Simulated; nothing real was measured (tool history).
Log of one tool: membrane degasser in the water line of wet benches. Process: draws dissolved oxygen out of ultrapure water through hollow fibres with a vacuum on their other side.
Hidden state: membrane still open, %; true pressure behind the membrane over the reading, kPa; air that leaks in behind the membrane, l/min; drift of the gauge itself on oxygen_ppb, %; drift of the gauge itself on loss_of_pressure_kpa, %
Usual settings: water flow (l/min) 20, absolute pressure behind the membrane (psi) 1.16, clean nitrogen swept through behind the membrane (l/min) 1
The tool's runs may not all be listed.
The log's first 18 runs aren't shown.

run	day	water flow (l/min)	absolute pressure behind the membrane (psi)	clean nitrogen swept through behind the membrane (l/min)	hours since the membrane was changed	hours since the vacuum gauge was calibrated	hours since the vacuum lines were made tight	dissolved oxygen in the water behind the degasser (ppb)	pressure that the water loses in the fibres (psi)
19	169.729	13	1.974	1.69	12590	592	3045	209.8	6.379
20	179.775	20	2.187	2.45	12831	834	3286	269.1	9.925
21	184.975	26	1.62	1.67	12956	958	3411	343.9	12.871
22	191.454	25	2.484	1	13112	1114	3566	756	12.341
23	198.212	25	2.484	1	13274	1276	3728	746	12.34
24	206.267	25	2.484	1	13467	1469	3922	753.8	12.414
25	214.612	32	0.745	2.94	13667	1670	4122	148.9	15.828
26	224.012	25	0.966	1.31	13893	1895	4348	209.8	12.373
27	236.017	25	0.966	1.31	14181	2183	4636	214.6	12.467
28	247.571	25	0.966	1.31	14458	2461	4913	215.2	12.36
29	259.779	14	1.739	2.04	14752	2754	5206	171	6.986
30	269.867	14	1.739	2.04	14994	2996	5448	168.9	6.995
31	277.167	20	1.643	1	15169	3171	5623	395.2	9.957

3 ways to go on from here, each from the tool as it stands after run 31. What would each give?
A	287.65	24	1.304	1.36	15420	3423	5875	?	?
B	287.65	26	1.643	1	15420	3423	5875	?	?
C	287.65	20	1.16	1.57	15420	3423	5875	?	?

run	dissolved oxygen in the water behind the degasser (ppb)	pressure that the water loses in the fibres (psi)
A	288.3	11.983
B	508.1	13.011
C	187.1	10.028
Without the tool's hidden state the same runs would have given:
run	dissolved oxygen in the water behind the degasser (ppb)	pressure that the water loses in the fibres (psi)
A	264.9	11.016
B	482.6	11.961
C	168.6	9.221
